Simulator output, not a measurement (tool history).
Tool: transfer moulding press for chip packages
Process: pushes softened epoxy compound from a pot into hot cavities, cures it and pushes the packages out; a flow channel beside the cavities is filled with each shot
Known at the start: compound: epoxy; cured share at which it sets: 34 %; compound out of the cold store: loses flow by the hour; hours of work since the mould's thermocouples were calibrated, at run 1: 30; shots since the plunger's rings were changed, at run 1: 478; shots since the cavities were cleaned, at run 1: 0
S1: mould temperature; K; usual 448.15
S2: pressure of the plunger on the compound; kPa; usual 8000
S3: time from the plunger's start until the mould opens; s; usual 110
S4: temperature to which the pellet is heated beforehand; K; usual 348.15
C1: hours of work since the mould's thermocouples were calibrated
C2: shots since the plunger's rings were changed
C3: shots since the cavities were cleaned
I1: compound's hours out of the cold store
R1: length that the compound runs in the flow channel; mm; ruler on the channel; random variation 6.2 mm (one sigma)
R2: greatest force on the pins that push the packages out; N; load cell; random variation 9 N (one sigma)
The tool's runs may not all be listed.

run   hour      S1    S2   S3      S4   C1    C2   C3    I1   R1   R2
  1    0.0  448.15  8000  110  348.15   30   478    0  25.4  750  393
  2   45.2  448.15  8000  110  348.15   50   801  323  47.8  680  536
      64.2  -- cavities cleaned with cleaning compound and waxed
  3   68.0  448.15  8000  110  348.15   60   953   27  26.9  720  423
  4  104.7  448.15  8000  110  348.15   76  1215  289  36.8  710  563
     128.2  -- cavities cleaned with cleaning compound and waxed
  5  147.7  448.15  8000  110  348.15   95  1511  139  28.2  727  487
  6  190.3  448.15  8000  110  348.15  114  1814  442  40.5  686  577
     195.0  -- cavities cleaned with cleaning compound and waxed
  7  212.4  448.15  8100  110  348.15  124  1962  124  13.3  758  495
     259.2  -- cavities cleaned with cleaning compound and waxed
  8  259.2  448.15  8100  110  348.15  144  2285    0  47.9  670  372
  9  292.6  448.15  9520  110  348.15  159  2524  239  24.3  779  539
     324.3  -- cavities cleaned with cleaning compound and waxed
 10  332.5  456.15  8000  110  348.15  176  2797   58  16.4  695  301
 11  365.4  448.15  8000  110  348.15  191  3032  293  13.1  729  571
     391.0  -- cavities cleaned with cleaning compound and waxed
 12  406.4  448.15  8000  110  348.15  209  3314  110  20.3  714  449
 13  435.0  448.15  8000  110  348.15  222  3518  314  39.1  670  552
     455.0  -- cavities cleaned with cleaning compound and waxed
 14  483.5  448.15  8000  110  348.15  243  3853  203  33.3  671  526
     519.8  -- cavities cleaned with cleaning compound and waxed
 15  531.7  448.15  8000  110  348.15  264  4187   85  24.6  695  454
 16  572.5  451.15  6330  110  355.15  282  4478  376  39.8  567  476
     585.7  -- cavities cleaned with cleaning compound and waxed
 17  617.2  446.15  6330  110  357.15  301  4786  225  19.5  621  616
     651.7  -- cavities cleaned with cleaning compound and waxed
 18  654.4  454.15  6330   99  357.15  317  5041   20  40.9  555  331

Run 19 comes next. What will it give?
 19  684.4  448.15  9650  115  348.15  331  5254  233  21.7   ?   ?

Run 19 gave R1 755 mm, R2 477 N.
Without the tool's hidden state the same run would have given R1 846 mm, R2 350 N.
